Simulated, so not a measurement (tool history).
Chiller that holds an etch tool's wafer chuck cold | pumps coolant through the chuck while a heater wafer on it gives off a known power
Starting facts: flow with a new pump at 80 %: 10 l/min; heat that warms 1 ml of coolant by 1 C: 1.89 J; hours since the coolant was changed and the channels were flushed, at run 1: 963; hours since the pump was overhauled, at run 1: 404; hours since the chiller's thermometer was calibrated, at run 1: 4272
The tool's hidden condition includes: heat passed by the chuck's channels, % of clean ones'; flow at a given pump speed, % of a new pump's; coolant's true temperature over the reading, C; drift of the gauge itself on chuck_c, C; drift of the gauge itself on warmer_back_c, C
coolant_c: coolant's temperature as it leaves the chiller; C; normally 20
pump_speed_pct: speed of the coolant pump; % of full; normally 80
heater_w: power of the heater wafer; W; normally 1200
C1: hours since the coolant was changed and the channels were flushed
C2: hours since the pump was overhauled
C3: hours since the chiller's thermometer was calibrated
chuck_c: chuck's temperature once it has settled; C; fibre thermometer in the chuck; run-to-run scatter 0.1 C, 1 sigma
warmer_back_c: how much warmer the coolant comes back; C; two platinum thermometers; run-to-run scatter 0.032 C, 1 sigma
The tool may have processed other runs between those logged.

{"run": 1, "hour": 0.0, "coolant_c": 20, "pump_speed_pct": 80, "heater_w": 1200, "C1": 963, "C2": 404, "C3": 4272, "chuck_c": 27.4, "warmer_back_c": 3.8}
{"run": 2, "hour": 32.9, "coolant_c": 13, "pump_speed_pct": 80, "heater_w": 1200, "C1": 996, "C2": 436, "C3": 4305, "chuck_c": 20.5, "warmer_back_c": 3.83}
{"run": 3, "hour": 78.6, "coolant_c": 20, "pump_speed_pct": 90, "heater_w": 1200, "C1": 1042, "C2": 482, "C3": 4350, "chuck_c": 27.3, "warmer_back_c": 3.36}
{"run": 4, "hour": 125.0, "coolant_c": 20, "pump_speed_pct": 90, "heater_w": 1200, "C1": 1088, "C2": 529, "C3": 4397, "chuck_c": 27, "warmer_back_c": 3.36}
{"run": 5, "hour": 171.2, "coolant_c": 20, "pump_speed_pct": 90, "heater_w": 1200, "C1": 1134, "C2": 575, "C3": 4443, "chuck_c": 26.9, "warmer_back_c": 3.38}
{"run": 6, "hour": 205.6, "coolant_c": 20, "pump_speed_pct": 90, "heater_w": 1200, "C1": 1169, "C2": 609, "C3": 4477, "chuck_c": 27.1, "warmer_back_c": 3.35}
{"run": 7, "hour": 231.8, "coolant_c": 20, "pump_speed_pct": 78, "heater_w": 1200, "C1": 1195, "C2": 635, "C3": 4503, "chuck_c": 27.8, "warmer_back_c": 3.93}
{"run": 8, "hour": 268.2, "coolant_c": 20, "pump_speed_pct": 80, "heater_w": 1200, "C1": 1231, "C2": 672, "C3": 4540, "chuck_c": 27.7, "warmer_back_c": 3.81}
{"run": 9, "hour": 308.7, "coolant_c": 20, "pump_speed_pct": 80, "heater_w": 1200, "C1": 1272, "C2": 712, "C3": 4580, "chuck_c": 27.7, "warmer_back_c": 3.82}
{"run": 10, "hour": 348.3, "coolant_c": 23, "pump_speed_pct": 69, "heater_w": 1150, "C1": 1312, "C2": 752, "C3": 4620, "chuck_c": 31.2, "warmer_back_c": 4.24}
{"run": 11, "hour": 385.6, "coolant_c": 23, "pump_speed_pct": 69, "heater_w": 1150, "C1": 1349, "C2": 789, "C3": 4657, "chuck_c": 31.3, "warmer_back_c": 4.26}
{"run": 12, "hour": 408.1, "coolant_c": 23, "pump_speed_pct": 69, "heater_w": 1150, "C1": 1371, "C2": 812, "C3": 4680, "chuck_c": 31.1, "warmer_back_c": 4.26}
{"run": 13, "hour": 451.8, "coolant_c": 20, "pump_speed_pct": 80, "heater_w": 1364, "C1": 1415, "C2": 855, "C3": 4723, "chuck_c": 28.7, "warmer_back_c": 4.39}
{"run": 14, "hour": 488.6, "coolant_c": 13, "pump_speed_pct": 93, "heater_w": 1460, "C1": 1452, "C2": 892, "C3": 4760, "chuck_c": 21.4, "warmer_back_c": 3.93}
{"run": 15, "hour": 531.6, "coolant_c": 25, "pump_speed_pct": 93, "heater_w": 1503, "C1": 1495, "C2": 935, "C3": 4803, "chuck_c": 33.4, "warmer_back_c": 4.15}
{"run": 16, "hour": 557.5, "coolant_c": 25, "pump_speed_pct": 93, "heater_w": 1503, "C1": 1521, "C2": 961, "C3": 4829, "chuck_c": 33.7, "warmer_back_c": 4.05}
{"run": 17, "hour": 592.6, "coolant_c": 15, "pump_speed_pct": 80, "heater_w": 653, "C1": 1556, "C2": 996, "C3": 4864, "chuck_c": 19, "warmer_back_c": 2.03}

Below are 3 alternative next runs, each starting from the tool's condition after run 17. Predict each:
{"run": "A", "hour": 628.2, "coolant_c": 18, "pump_speed_pct": 80, "heater_w": 1050, "C1": 1591, "C2": 1032, "C3": 4900, "chuck_c": "?", "warmer_back_c": "?"}
{"run": "B", "hour": 628.2, "coolant_c": 15, "pump_speed_pct": 69, "heater_w": 653, "C1": 1591, "C2": 1032, "C3": 4900, "chuck_c": "?", "warmer_back_c": "?"}
{"run": "C", "hour": 628.2, "coolant_c": 20, "pump_speed_pct": 80, "heater_w": 817, "C1": 1591, "C2": 1032, "C3": 4900, "chuck_c": "?", "warmer_back_c": "?"}

run=A chuck_c=24.7 warmer_back_c=3.32
run=B chuck_c=19.6 warmer_back_c=2.44
run=C chuck_c=25.3 warmer_back_c=2.64
Stripped of hidden state, with their random variation kept, the same runs would have yielded:
run=A chuck_c=24.7 warmer_back_c=3.32
run=B chuck_c=19.6 warmer_back_c=2.44
run=C chuck_c=25.3 warmer_back_c=2.64
